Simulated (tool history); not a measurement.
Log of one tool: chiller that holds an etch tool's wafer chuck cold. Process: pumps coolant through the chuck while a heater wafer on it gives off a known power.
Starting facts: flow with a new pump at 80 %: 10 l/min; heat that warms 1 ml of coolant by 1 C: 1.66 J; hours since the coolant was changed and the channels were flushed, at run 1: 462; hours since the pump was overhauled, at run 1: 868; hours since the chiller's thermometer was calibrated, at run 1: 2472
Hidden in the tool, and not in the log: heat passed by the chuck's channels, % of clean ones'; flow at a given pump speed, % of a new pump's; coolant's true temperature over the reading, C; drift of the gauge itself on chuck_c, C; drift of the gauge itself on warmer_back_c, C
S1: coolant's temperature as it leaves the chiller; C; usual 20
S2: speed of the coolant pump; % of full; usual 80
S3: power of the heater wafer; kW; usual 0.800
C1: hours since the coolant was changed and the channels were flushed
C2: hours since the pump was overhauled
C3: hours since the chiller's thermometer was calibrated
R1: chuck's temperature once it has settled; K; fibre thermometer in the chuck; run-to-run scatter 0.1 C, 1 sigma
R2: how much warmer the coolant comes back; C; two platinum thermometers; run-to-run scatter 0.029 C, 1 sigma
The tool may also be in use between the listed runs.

run	day	S1	S2	S3	C1	C2	C3	R1	R2
1	0.000	20	80	0.800	462	868	2472	299.95	2.88
2	1.517	20	80	0.800	498	904	2509	299.95	2.90
3	3.483	20	80	0.800	545	952	2556	300.05	2.88
4	4.962	20	71	0.800	581	987	2591	300.55	3.29
5	6.171	20	71	0.800	610	1016	2620	300.95	3.23
6	7.842	20	66	0.800	650	1056	2660	301.45	3.58
7	9.396	20	66	0.800	687	1093	2698	301.45	3.54
8	10.671	20	66	0.800	718	1124	2728	301.35	3.58
9	12.242	20	66	0.800	755	1162	2766	301.55	3.55
10	13.600	20	69	0.800	788	1194	2799	301.15	3.33
11	15.108	20	69	0.800	824	1230	2835	301.05	3.37
12	17.338	20	69	0.800	878	1284	2888	300.95	3.41
13	18.892	20	69	0.813	915	1321	2926	301.05	3.43
14	21.188	20	69	0.813	970	1376	2981	301.15	3.42
15	23.804	20	69	0.813	1033	1439	3044	301.05	3.42
16	25.904	20	69	0.813	1083	1490	3094	301.25	3.48
17	28.429	23	70	0.800	1144	1550	3155	304.05	3.33
18	30.579	22	88	0.674	1196	1602	3206	300.55	2.26
19	32.038	14	64	0.779	1231	1637	3241	295.25	3.51
20	34.517	14	64	0.779	1290	1696	3301	295.25	3.51
21	37.029	14	64	0.779	1350	1757	3361	295.25	3.51
22	39.133	23	75	0.831	1401	1807	3412	303.75	3.22
23	41.492	23	75	0.831	1458	1864	3468	303.65	3.20
24	43.392	20	98	1.058	1503	1909	3514	300.65	3.11
25	45.925	26	80	0.616	1564	1970	3575	304.25	2.26
26	48.025	18	68	0.616	1614	2021	3625	297.15	2.67
27	50.554	19	80	0.516	1675	2081	3686	296.45	1.88
28	52.900	18	80	0.726	1731	2138	3742	297.25	2.60
29	54.346	15	73	0.571	1766	2172	3777	293.55	2.22
30	56.129	19	61	0.678	1809	2215	3819	299.75	3.28
31	57.704	20	82	0.846	1847	2253	3857	300.15	2.92

Forecast each of these 5 alternatives for the next run:
A	59.704	22	79	1.071	1895	2301	3905	?	?
B	59.704	25	60	0.411	1895	2301	3905	?	?
C	59.704	23	82	0.695	1895	2301	3905	?	?
D	59.704	25	80	0.800	1895	2301	3905	?	?
E	59.704	10	91	1.108	1895	2301	3905	?	?

run	R1	R2
A	304.45	3.90
B	302.75	2.04
C	301.95	2.49
D	304.95	2.87
E	291.55	3.46
With no hidden state in the tool, these same runs would have given:
run	R1	R2
A	304.45	3.90
B	302.75	2.04
C	301.95	2.49
D	304.95	2.87
E	291.55	3.46

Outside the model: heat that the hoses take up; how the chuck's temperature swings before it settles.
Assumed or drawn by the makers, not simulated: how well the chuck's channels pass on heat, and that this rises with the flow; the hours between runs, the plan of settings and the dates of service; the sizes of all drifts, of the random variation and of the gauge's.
